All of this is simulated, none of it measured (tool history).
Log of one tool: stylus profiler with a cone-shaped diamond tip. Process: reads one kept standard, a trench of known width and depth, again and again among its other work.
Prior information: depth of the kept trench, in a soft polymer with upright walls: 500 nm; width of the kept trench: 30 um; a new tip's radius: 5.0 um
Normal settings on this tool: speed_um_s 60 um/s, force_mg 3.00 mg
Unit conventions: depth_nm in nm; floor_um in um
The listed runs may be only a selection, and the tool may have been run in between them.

run,hour,speed_um_s,force_mg,depth_nm,floor_um
1,0.0,60,3.00,508.80,24.82
2,15.3,60,3.00,509.03,24.83
3,34.5,60,3.00,508.66,24.76
4,49.2,60,3.00,508.77,24.80
5,63.4,60,3.00,508.96,24.74
6,81.0,60,1.19,504.39,24.61
7,100.0,60,6.15,514.74,24.73
8,114.4,60,6.15,514.93,24.71
9,130.1,60,4.50,511.97,24.74
10,146.1,45,3.00,508.57,24.69
11,164.4,32,3.00,508.62,24.78
12,183.3,32,3.00,508.75,24.72
13,203.6,32,3.00,508.54,24.70
14,224.1,32,3.00,508.79,24.63
15,234.5,60,3.00,508.66,24.55
16,249.7,60,3.00,508.46,24.52
17,271.3,60,3.00,508.36,24.51
18,287.1,158,3.00,508.66,24.28
19,298.2,158,3.00,508.64,24.23
20,311.9,60,5.06,512.48,24.55
21,330.9,60,5.06,512.52,24.53
22,345.2,124,5.06,512.49,24.34
23,362.2,124,5.06,512.83,24.35
24,372.8,92,2.67,507.79,24.34
25,390.1,92,2.67,507.36,24.31
26,400.2,60,2.80,508.07,24.42
27,410.5,60,2.80,508.01,24.35
28,429.8,60,2.80,508.00,24.43
29,449.4,20,1.23,503.93,24.49
30,469.9,29,5.36,512.94,24.47
31,486.4,30,2.12,505.98,24.45
32,498.1,30,2.12,506.43,24.40
33,516.0,30,2.12,506.01,24.33
34,526.1,64,2.97,508.07,24.23
35,543.3,25,1.61,504.63,24.37
36,560.0,25,1.61,504.52,24.29
37,570.8,109,1.48,504.15,24.05
38,592.5,67,3.48,508.97,24.23
39,615.3,146,1.02,502.86,23.66
40,629.4,183,3.01,507.98,23.87
41,639.7,125,3.51,508.67,23.98
42,650.3,46,3.13,507.98,24.21
43,668.8,29,1.57,504.45,24.17
44,690.1,159,7.11,515.60,24.08
45,703.6,29,1.61,504.47,24.20
46,725.8,29,1.61,504.58,24.16

Below are 5 alternative next runs, each starting from the tool's condition after run 46. Predict each:
A,747.6,60,4.09,?,?
B,747.6,36,1.08,?,?
C,747.6,178,7.15,?,?
D,747.6,60,2.45,?,?
E,747.6,118,4.71,?,?

run,depth_nm,floor_um
A,510.21,24.15
B,502.87,24.12
C,515.55,23.94
D,506.62,24.01
E,511.53,23.99
Take away the tool's hidden state, keep each run's random variation, and the runs would have read:
run,depth_nm,floor_um
A,512.35,25.53
B,504.98,25.50
C,517.71,25.33
D,508.75,25.39
E,513.67,25.37
